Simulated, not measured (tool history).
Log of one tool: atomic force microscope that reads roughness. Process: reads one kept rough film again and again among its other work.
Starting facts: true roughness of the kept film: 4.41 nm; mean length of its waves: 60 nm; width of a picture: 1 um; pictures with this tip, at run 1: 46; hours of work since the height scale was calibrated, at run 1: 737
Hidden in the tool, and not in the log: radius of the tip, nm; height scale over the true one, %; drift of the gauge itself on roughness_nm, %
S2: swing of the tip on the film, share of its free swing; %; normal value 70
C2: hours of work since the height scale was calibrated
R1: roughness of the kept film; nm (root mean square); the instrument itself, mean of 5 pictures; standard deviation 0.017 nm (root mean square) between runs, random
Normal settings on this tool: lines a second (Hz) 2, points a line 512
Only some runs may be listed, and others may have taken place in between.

Run 1, hour 0: usual settings; pictures with this tip 46; C2 737. Result: R1 4.063 nm (root mean square).
Run 2, hour 20.5: usual settings but points a line 581; pictures with this tip 76; C2 745. Result: R1 3.992 nm (root mean square).
At hour 28.9: new tip fitted.
Run 3, hour 54.1: usual settings but points a line 581; pictures with this tip 36; C2 759. Result: R1 4.032 nm (root mean square).
Run 4, hour 74.4: usual settings but points a line 581; pictures with this tip 66; C2 768. Result: R1 4.04 nm (root mean square).
At hour 89.5: new tip fitted.
Run 5, hour 108.3: usual settings; pictures with this tip 27; C2 781. Result: R1 4.092 nm (root mean square).
Run 6, hour 130.5: usual settings but S2 67 %; pictures with this tip 59; C2 791. Result: R1 4.028 nm (root mean square).
At hour 150.6: new tip fitted.
Run 7, hour 160: usual settings; pictures with this tip 14; C2 803. Result: R1 4.041 nm (root mean square).
Run 8, hour 178.1: usual settings; pictures with this tip 40; C2 810. Result: R1 4.003 nm (root mean square).
Run 9, hour 205: usual settings but points a line 540; pictures with this tip 79; C2 822. Result: R1 3.996 nm (root mean square).
At hour 212: new tip fitted.
Run 10, hour 248.4: usual settings but points a line 540; pictures with this tip 52; C2 840. Result: R1 4.021 nm (root mean square).
At hour 274.4: new tip fitted.
Run 11, hour 280.9: usual settings but points a line 540; pictures with this tip 9; C2 853. Result: R1 4.097 nm (root mean square).
Run 12, hour 318.8: usual settings but lines a second (Hz) 1.14, points a line 329; pictures with this tip 64; C2 869. Result: R1 4.071 nm (root mean square).
At hour 322: height scale calibrated on a step standard.
At hour 336.3: new tip fitted.
Run 13, hour 341.4: usual settings but lines a second (Hz) 1.14, points a line 329; pictures with this tip 8; C2 8. Result: R1 4.125 nm (root mean square).
Run 14, hour 367.5: usual settings but lines a second (Hz) 1.14, points a line 329; pictures with this tip 45; C2 19. Result: R1 4.07 nm (root mean square).
At hour 396: new tip fitted.
Run 15, hour 401.1: usual settings but lines a second (Hz) 1.14, points a line 329; pictures with this tip 7; C2 33. Result: R1 4.125 nm (root mean square).
At hour 405.4: height scale calibrated on a step standard, once more.
Run 16, hour 421.7: usual settings but lines a second (Hz) 0.86, S2 74 %, points a line 583; pictures with this tip 35; C2 7. Result: R1 4.153 nm (root mean square).
Run 17, hour 441.8: usual settings but lines a second (Hz) 3.83, S2 82 %, points a line 348; pictures with this tip 64; C2 15. Result: R1 3.671 nm (root mean square).
At hour 457.5: new tip fitted.
Run 18, hour 461: usual settings but lines a second (Hz) 3.83, S2 82 %, points a line 348; pictures with this tip 5; C2 23. Result: R1 3.8 nm (root mean square).
Run 19, hour 504: usual settings but lines a second (Hz) 3.13, points a line 363; pictures with this tip 66; C2 41. Result: R1 3.96 nm (root mean square).
At hour 520.8: new tip fitted.
Run 20, hour 528.1: usual settings but lines a second (Hz) 3.13, points a line 363; pictures with this tip 10; C2 51. Result: R1 4.052 nm (root mean square).
Run 21, hour 567.8: usual settings but lines a second (Hz) 3.13, points a line 363; pictures with this tip 67; C2 67. Result: R1 3.948 nm (root mean square).
At hour 582.2: new tip fitted.
Run 22, hour 606.2: usual settings but lines a second (Hz) 3.13, points a line 363; pictures with this tip 35; C2 83. Result: R1 4.003 nm (root mean square).

Below, some changes in R1 between adjacent runs. For each, the amount present without the hidden state too (settings, incoming material, random variation) and the amount remaining for the hidden state with gauge scatter not shared by both compared results:
Run 11 -> 12: lines a second (Hz) 2 -> 1.14, points a line 540 -> 329. R1 -0.026 nm (root mean square): hidden state -0.092, all else +0.066.
Run 16 -> 17: lines a second (Hz) 0.86 -> 3.83, S2 74 -> 82, points a line 583 -> 348. R1 -0.482 nm (root mean square): hidden state -0.036, all else -0.446.
Run 18 -> 19: lines a second (Hz) 3.83 -> 3.13, S2 82 -> 70, points a line 348 -> 363. R1 +0.16 nm (root mean square): hidden state -0.097, all else +0.257.
